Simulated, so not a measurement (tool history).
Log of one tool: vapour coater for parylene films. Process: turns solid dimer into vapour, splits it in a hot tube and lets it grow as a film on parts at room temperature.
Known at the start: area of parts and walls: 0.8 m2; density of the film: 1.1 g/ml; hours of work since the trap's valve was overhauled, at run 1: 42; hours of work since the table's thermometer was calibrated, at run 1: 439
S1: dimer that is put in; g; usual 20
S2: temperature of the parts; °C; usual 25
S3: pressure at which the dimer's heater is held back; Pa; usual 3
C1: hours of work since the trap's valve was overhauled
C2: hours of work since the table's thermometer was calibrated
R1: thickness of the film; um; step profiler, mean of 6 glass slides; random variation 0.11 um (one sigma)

| run | day | S1 | S2 | S3 | C1 | C2 | R1 |
|---|---|---|---|---|---|---|---|
| 1 | 0 | 20 | 25 | 3 | 42 | 439 | 12.98 |
| 2 | 2.679 | 20 | 25 | 3 | 94 | 492 | 12.5 |
| 3 | 5.267 | 20 | 25 | 3 | 145 | 543 | 12.38 |
| 4 | 6.592 | 20 | 25 | 3 | 171 | 569 | 12.35 |
| 5 | 8.15 | 20 | 25 | 3 | 202 | 599 | 12.12 |
| 6 | 9.346 | 20 | 25 | 3 | 225 | 623 | 12.1 |
| 7 | 11.625 | 20 | 25 | 3 | 270 | 667 | 11.95 |
| 8 | 14.35 | 20 | 25 | 3 | 323 | 721 | 11.71 |
| 9 | 16.438 | 20 | 25 | 3 | 364 | 762 | 11.78 |
| 10 | 19.158 | 20 | 25 | 3 | 417 | 815 | 11.54 |
| 11 | 22.058 | 20 | 25 | 3 | 474 | 872 | 11.21 |
| 12 | 24.508 | 20 | 25 | 3 | 522 | 920 | 11.09 |
|  | 25.167 | trap's valve overhauled |
| 13 | 26.742 | 20 | 25 | 9.45 | 31 | 960 | 9.98 |
| 14 | 28.312 | 20 | 25 | 9.45 | 62 | 991 | 9.89 |
| 15 | 30.329 | 20 | 25 | 9.45 | 101 | 1031 | 9.74 |
| 16 | 32.612 | 20 | 25 | 9.45 | 146 | 1075 | 9.68 |
| 17 | 34.354 | 20 | 25 | 9.45 | 180 | 1109 | 9.68 |
| 18 | 36.562 | 20 | 25 | 9.45 | 223 | 1153 | 9.23 |
| 19 | 38.838 | 20 | 29 | 2.44 | 268 | 1197 | 11.08 |
| 20 | 41.638 | 16 | 22 | 6.19 | 323 | 1252 | 8.63 |
| 21 | 43.962 | 29 | 18 | 7.22 | 368 | 1298 | 16.89 |
| 22 | 46.221 | 16 | 18 | 5.07 | 413 | 1342 | 9.98 |
| 23 | 47.425 | 12 | 19 | 4.14 | 436 | 1365 | 7.48 |
| 24 | 49.167 | 12 | 19 | 4.14 | 470 | 1400 | 7.46 |
|  | 49.925 | table's thermometer calibrated |
| 25 | 50.767 | 12 | 19 | 4.14 | 501 | 16 | 7.59 |
|  | 52.525 | trap's valve overhauled |
| 26 | 53.367 | 12 | 19 | 4.14 | 16 | 64 | 8.71 |
| 27 | 54.983 | 20 | 28 | 6.22 | 48 | 96 | 10.11 |

How the hidden state differs across the entries between the runs, from the last listed run before each to the first after it:
Between runs 12 and 13: trap's valve overhauled (day 25.167)
  vapour lost through the trap's worn valve, %: 13.1 -> 1.2; true temperature of the parts over the reading, C: 0.8 -> 0.83
  measured less the result without the state, R1: -1.97 -> -0.37 um
Between runs 24 and 25: table's thermometer calibrated (day 49.925)
  vapour lost through the trap's worn valve, %: 11.9 -> 12.6; true temperature of the parts over the reading, C: 1.23 -> 0.04
  measured less the result without the state, R1: -1.31 -> -1.1 um
Between runs 25 and 26: trap's valve overhauled (day 52.525)
  vapour lost through the trap's worn valve, %: 12.6 -> 0.6; true temperature of the parts over the reading, C: 0.04 -> 0.08
  measured less the result without the state, R1: -1.1 -> -0.07 um
